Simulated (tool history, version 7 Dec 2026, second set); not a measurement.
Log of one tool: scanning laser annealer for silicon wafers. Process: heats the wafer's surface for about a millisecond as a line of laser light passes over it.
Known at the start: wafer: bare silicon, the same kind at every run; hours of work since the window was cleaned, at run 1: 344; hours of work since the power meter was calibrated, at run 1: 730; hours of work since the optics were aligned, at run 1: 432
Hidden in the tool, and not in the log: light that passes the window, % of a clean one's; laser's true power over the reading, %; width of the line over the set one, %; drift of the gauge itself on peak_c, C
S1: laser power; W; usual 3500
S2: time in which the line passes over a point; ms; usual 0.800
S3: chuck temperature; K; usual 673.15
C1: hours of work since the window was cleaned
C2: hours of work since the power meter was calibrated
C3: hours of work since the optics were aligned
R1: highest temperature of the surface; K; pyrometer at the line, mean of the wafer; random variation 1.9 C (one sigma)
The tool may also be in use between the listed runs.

run    hour    S1     S2      S3   C1    C2    C3       R1
  1     0.0  3500  0.800  673.15  344   730   432  1372.15
  2    30.9  3500  0.800  673.15  366   752   454  1368.15
  3    53.0  3500  0.800  664.15  382   768   469  1362.15
       61.7  -- window over the wafer cleaned
  4    93.1  3500  0.800  673.15   22   795   496  1398.15
  5   118.5  3500  0.800  673.15   40   813   514  1401.15
  6   139.8  3500  0.800  673.15   55   828   529  1399.15
  7   176.1  3500  0.800  673.15   81   854   555  1396.15
  8   209.9  3500  0.800  673.15  105   877   579  1397.15
  9   237.4  3500  0.800  673.15  124   897   598  1393.15
 10   257.0  3500  0.800  673.15  138   911   612  1391.15
 11   295.6  3500  0.800  673.15  165   938   639  1387.15
 12   329.9  3500  0.865  673.15  190   962   664  1407.15
 13   357.8  3500  0.800  680.15  209   982   683  1389.15
 14   394.0  3500  0.800  680.15  235  1008   709  1389.15
 15   413.0  3500  0.800  680.15  248  1021   722  1384.15
 16   440.3  3500  0.800  680.15  268  1040   742  1386.15
 17   458.7  3500  0.800  640.15  281  1053   755  1343.15
 18   488.2  3500  0.594  640.15  302  1074   776  1252.15
 19   512.6  3500  0.594  640.15  319  1091   793  1248.15
 20   540.4  3500  0.656  657.15  338  1111   813  1293.15
 21   576.5  3802  0.682  658.15  364  1137   838  1356.15
      611.5  -- window over the wafer cleaned
 22   613.0  3802  0.682  658.15    1  1161   862  1385.15
 23   648.2  3802  0.682  658.15   26  1186   887  1383.15
 24   683.4  3188  0.676  665.15   51  1211   912  1277.15
 25   707.0  3188  0.676  665.15   68  1228   929  1276.15
 26   744.1  3188  0.676  665.15   94  1254   955  1274.15
 27   771.5  3124  0.571  673.15  113  1273   975  1223.15
 28   788.1  3160  0.571  677.15  125  1285   986  1233.15
 29   824.7  3160  0.881  673.15  151  1311  1012  1350.15
 30   850.2  3160  0.881  673.15  169  1329  1030  1348.15
 31   874.1  3160  0.881  673.15  186  1346  1047  1346.15
 32   904.7  3160  0.881  673.15  207  1367  1069  1345.15
 33   939.4  3755  0.914  665.15  232  1392  1093  1465.15
 34   957.6  3469  0.914  706.15  245  1405  1106  1450.15
 35   993.0  3474  0.680  673.15  270  1430  1131  1318.15
 36  1008.7  3474  0.680  673.15  281  1441  1142  1317.15

Some steps in R1 between neighbouring runs. How much of each would the tool show without its hidden state too (settings, what came in, random variation), and how much is left for the hidden state, with any gauge scatter that isn't in both results?
Run 3 -> 4: S3 664.15 -> 673.15, window over the wafer cleaned. R1 +36.00 K: hidden state +32.00, all else +4.00.
Run 21 -> 22: window over the wafer cleaned. R1 +29.00 K: hidden state +31.00, all else -2.00.
Run 28 -> 29: S2 0.571 -> 0.881, S3 677.15 -> 673.15. R1 +117.00 K: hidden state -6.00, all else +123.00.
Run 32 -> 33: S1 3160 -> 3755, S2 0.881 -> 0.914, S3 673.15 -> 665.15. R1 +120.00 K: hidden state -9.00, all else +129.00.
Run 34 -> 35: S1 3469 -> 3474, S2 0.914 -> 0.680, S3 706.15 -> 673.15. R1 -132.00 K: hidden state +3.00, all else -135.00.
